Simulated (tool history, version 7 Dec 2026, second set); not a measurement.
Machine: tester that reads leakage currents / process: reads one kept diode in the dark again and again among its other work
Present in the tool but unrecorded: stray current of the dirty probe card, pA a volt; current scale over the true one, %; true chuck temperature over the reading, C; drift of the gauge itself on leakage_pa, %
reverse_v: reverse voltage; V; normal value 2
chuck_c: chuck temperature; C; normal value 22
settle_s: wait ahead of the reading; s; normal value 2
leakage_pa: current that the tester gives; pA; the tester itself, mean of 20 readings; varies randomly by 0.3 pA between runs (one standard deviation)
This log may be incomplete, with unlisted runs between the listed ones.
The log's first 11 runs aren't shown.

| run | hour | reverse_v | chuck_c | settle_s | hours of work since the probe card was cleaned | hours of work since the tester was calibrated | hours of work since the chuck was calibrated | leakage_pa |
|---|---|---|---|---|---|---|---|---|
| 12 | 247.9 | 2 | 22 | 2 | 981 | 766 | 981 | 100.33 |
| 13 | 267.1 | 2 | 22 | 2 | 992 | 778 | 992 | 99.9 |
| 14 | 281.8 | 2 | 22 | 2 | 1001 | 786 | 1001 | 100.16 |
| 15 | 296.2 | 2 | 27 | 2 | 1010 | 795 | 1010 | 154.68 |
| 16 | 313.9 | 2 | 27 | 2 | 1021 | 806 | 1021 | 154.54 |
| 17 | 328.7 | 2 | 27 | 2 | 1030 | 815 | 1030 | 154.2 |
| 18 | 353.4 | 2 | 21 | 2 | 1045 | 830 | 1045 | 92.4 |
| 19 | 369.1 | 2 | 21 | 2 | 1054 | 839 | 1054 | 91.69 |
| 20 | 392.2 | 2 | 38 | 2 | 1068 | 853 | 1068 | 379.12 |
| 21 | 406.3 | 2 | 38 | 2 | 1077 | 862 | 1077 | 383.94 |
| 22 | 420 | 2 | 38 | 4.87 | 1085 | 870 | 1085 | 380.84 |
| 23 | 447.4 | 6.1 | 34 | 1.57 | 1102 | 887 | 1102 | 442.04 |
| 24 | 470.3 | 6.1 | 55 | 3.16 | 1116 | 901 | 1116 | 2178.86 |
| 25 | 484.8 | 19.2 | 22 | 2.11 | 1125 | 910 | 1125 | 259.71 |
| 26 | 499.6 | 19.2 | 22 | 2.11 | 1134 | 919 | 1134 | 260.43 |
| 27 | 528.3 | 16.91 | 22 | 0.66 | 1151 | 936 | 1151 | 247.39 |
| 28 | 553.1 | 6.1 | 22 | 1.32 | 1166 | 951 | 1166 | 159.95 |
| 29 | 567.1 | 15.25 | 26 | 1.07 | 1175 | 960 | 1175 | 333.05 |
| 30 | 597.6 | 8.66 | 53 | 0.37 | 1193 | 978 | 1193 | 2193.57 |
| 31 | 621.8 | 14.71 | 43 | 2 | 1208 | 993 | 1208 | 1301.19 |
| 32 | 639 | 5.64 | 37 | 0.75 | 1218 | 1003 | 1218 | 544.11 |
| 33 | 668.1 | 5.64 | 37 | 0.75 | 1236 | 1021 | 1236 | 546.41 |
| 34 | 686.3 | 5.64 | 37 | 0.75 | 1247 | 1032 | 1247 | 542.57 |
| 35 | 702.4 | 2.69 | 31 | 3.92 | 1257 | 1042 | 1257 | 243.2 |
| 36 | 734.7 | 2.19 | 25 | 2.16 | 1276 | 1061 | 1276 | 134.92 |

Estimate the outcome of run 37 from the log above:
| 37 | 759.6 | 2.19 | 25 | 2.16 | 1291 | 1077 | 1291 | ? |

Logged for run 37: leakage_pa 135.13 pA.
The same run, on a tool lacking any hidden state, would have yielded leakage_pa 135.25 pA.

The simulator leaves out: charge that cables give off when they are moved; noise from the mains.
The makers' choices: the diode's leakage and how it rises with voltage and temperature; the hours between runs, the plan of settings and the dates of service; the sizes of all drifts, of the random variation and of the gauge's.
